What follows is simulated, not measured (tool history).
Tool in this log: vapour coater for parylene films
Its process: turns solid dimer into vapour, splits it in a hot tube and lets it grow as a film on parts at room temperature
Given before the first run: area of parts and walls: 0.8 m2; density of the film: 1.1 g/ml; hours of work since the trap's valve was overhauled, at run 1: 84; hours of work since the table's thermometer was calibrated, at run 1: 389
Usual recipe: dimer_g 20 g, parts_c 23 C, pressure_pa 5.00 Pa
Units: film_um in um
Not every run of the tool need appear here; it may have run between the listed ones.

| run | hour | dimer_g | parts_c | pressure_pa | hours of work since the trap's valve was overhauled | hours of work since the table's thermometer was calibrated | film_um |
|---|---|---|---|---|---|---|---|
| 1 | 0.0 | 20 | 23 | 5.00 | 84 | 389 | 11.79 |
| 2 | 76.8 | 20 | 33 | 5.00 | 140 | 445 | 7.81 |
| 3 | 161.4 | 20 | 33 | 5.00 | 201 | 506 | 7.87 |
| 4 | 209.0 | 15 | 33 | 5.00 | 236 | 540 | 5.87 |
|  | 227.4 | trap's valve overhauled |
| 5 | 298.2 | 20 | 23 | 5.00 | 51 | 602 | 11.85 |
| 6 | 333.9 | 20 | 23 | 4.09 | 77 | 628 | 11.99 |
| 7 | 402.2 | 20 | 23 | 3.26 | 126 | 677 | 12.51 |
| 8 | 482.2 | 20 | 23 | 3.26 | 184 | 735 | 12.45 |
| 9 | 532.8 | 20 | 23 | 4.37 | 221 | 772 | 11.96 |
|  | 569.5 | trap's valve overhauled |
| 10 | 622.6 | 20 | 23 | 4.37 | 38 | 834 | 12.02 |
| 11 | 675.4 | 11 | 26 | 6.68 | 77 | 872 | 5.49 |
| 12 | 759.8 | 11 | 26 | 6.68 | 138 | 933 | 5.48 |
| 13 | 795.4 | 11 | 23 | 5.00 | 163 | 959 | 6.44 |
|  | 822.8 | table's thermometer calibrated |
| 14 | 839.5 | 17 | 28 | 3.49 | 195 | 12 | 8.61 |
| 15 | 879.8 | 8 | 18 | 4.97 | 224 | 41 | 5.75 |
|  | 913.8 | trap's valve overhauled |
| 16 | 945.5 | 8 | 18 | 4.97 | 23 | 86 | 5.73 |
| 17 | 996.2 | 8 | 18 | 4.97 | 60 | 123 | 5.75 |
| 18 | 1033.1 | 8 | 16 | 4.97 | 86 | 149 | 6.29 |
| 19 | 1117.8 | 12 | 22 | 6.23 | 148 | 211 | 7.02 |
| 20 | 1195.0 | 12 | 22 | 6.23 | 203 | 266 | 7.10 |

Predict each of these 5 candidate next runs independently; none follows another, all start after run 20:
|  | 1257.3 | trap's valve overhauled |
| A | 1257.3 | 20 | 24 | 5.00 | 0 | 309 | ? |
|  | 1257.3 | trap's valve overhauled |
| B | 1257.3 | 28 | 23 | 5.00 | 0 | 309 | ? |
|  | 1257.3 | trap's valve overhauled |
| C | 1257.3 | 30 | 27 | 10.23 | 0 | 309 | ? |
|  | 1257.3 | trap's valve overhauled |
| D | 1257.3 | 20 | 17 | 5.00 | 0 | 309 | ? |
|  | 1257.3 | trap's valve overhauled |
| E | 1257.3 | 34 | 23 | 5.00 | 0 | 309 | ? |

| run | film_um |
|---|---|
| A | 11.26 |
| B | 16.51 |
| C | 13.46 |
| D | 14.98 |
| E | 19.95 |
With no hidden state in the tool, these same runs would have given:
| run | film_um |
|---|---|
| A | 11.26 |
| B | 16.51 |
| C | 13.46 |
| D | 14.98 |
| E | 19.95 |

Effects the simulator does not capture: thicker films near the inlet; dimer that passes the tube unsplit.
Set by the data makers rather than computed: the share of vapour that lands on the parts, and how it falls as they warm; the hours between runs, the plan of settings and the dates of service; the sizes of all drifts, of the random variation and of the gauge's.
